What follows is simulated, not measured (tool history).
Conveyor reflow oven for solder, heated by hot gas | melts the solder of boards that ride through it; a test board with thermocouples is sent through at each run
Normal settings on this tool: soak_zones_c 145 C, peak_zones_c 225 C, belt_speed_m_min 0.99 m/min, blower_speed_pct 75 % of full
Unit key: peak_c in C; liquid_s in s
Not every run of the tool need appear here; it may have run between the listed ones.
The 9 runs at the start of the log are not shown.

| run | hour | soak_zones_c | peak_zones_c | belt_speed_m_min | blower_speed_pct | peak_c | liquid_s |
|---|---|---|---|---|---|---|---|
| 10 | 147.9 | 145 | 225 | 0.99 | 75 | 207.8 | 31.7 |
| 11 | 158 | 145 | 225 | 0.99 | 75 | 206.5 | 31 |
| 12 | 171.9 | 145 | 225 | 0.892 | 75 | 210.6 | 38.7 |
| 13 | 184.2 | 145 | 225 | 0.892 | 75 | 210.7 | 38.3 |
| 14 | 207.3 | 145 | 225 | 0.892 | 75 | 210.4 | 38.4 |
| 15 | 229.2 | 145 | 225 | 0.892 | 74 | 210.4 | 38.7 |
| 16 | 243.2 | 145 | 225 | 0.892 | 74 | 210.3 | 38.1 |
| 17 | 254.1 | 145 | 218 | 0.892 | 85 | 207 | 36.4 |
| 18 | 266.1 | 145 | 218 | 0.892 | 85 | 207.3 | 36.9 |
| 19 | 282.6 | 145 | 218 | 0.892 | 85 | 206.1 | 36.4 |
| 20 | 302.5 | 154 | 226 | 0.99 | 75 | 210 | 36.7 |
| 21 | 312.5 | 154 | 226 | 0.99 | 75 | 209.6 | 36 |
| 22 | 333.1 | 154 | 226 | 0.99 | 75 | 210.3 | 36.3 |
| 23 | 348.3 | 154 | 229 | 0.99 | 54 | 205.4 | 31.7 |
| 24 | 361.7 | 153 | 219 | 0.99 | 75 | 204.1 | 32.3 |
| 25 | 376.3 | 145 | 225 | 1 | 75 | 207.8 | 31.2 |
| 26 | 392.2 | 133 | 235 | 0.97 | 75 | 214.5 | 33.8 |
| 27 | 409.6 | 132 | 231 | 0.97 | 75 | 209.7 | 32.1 |
| 28 | 427.3 | 132 | 231 | 0.97 | 75 | 210.2 | 31.6 |
| 29 | 441.1 | 145 | 220 | 0.793 | 75 | 209.2 | 41.9 |
| 30 | 464.5 | 145 | 220 | 0.793 | 75 | 209.3 | 42.8 |
| 31 | 481.8 | 145 | 220 | 0.793 | 75 | 207.8 | 43.7 |

Consider 4 possible next runs. They are alternatives, not a sequence: every one starts from the tool as it was left by run 31. What does each give?
| A | 505.1 | 145 | 237 | 1.157 | 75 | ? | ? |
| B | 505.1 | 145 | 222 | 0.85 | 52 | ? | ? |
| C | 505.1 | 145 | 238 | 0.844 | 75 | ? | ? |
| D | 505.1 | 160 | 230 | 0.793 | 75 | ? | ? |

| run | peak_c | liquid_s |
|---|---|---|
| A | 211.6 | 28.7 |
| B | 202.1 | 30.9 |
| C | 223.2 | 47.2 |
| D | 220.1 | 54.7 |
What these runs would have given with no unlogged condition in the tool:
| run | peak_c | liquid_s |
|---|---|---|
| A | 211.7 | 28.8 |
| B | 202.2 | 30.9 |
| C | 223.4 | 47.2 |
| D | 220.2 | 54.7 |
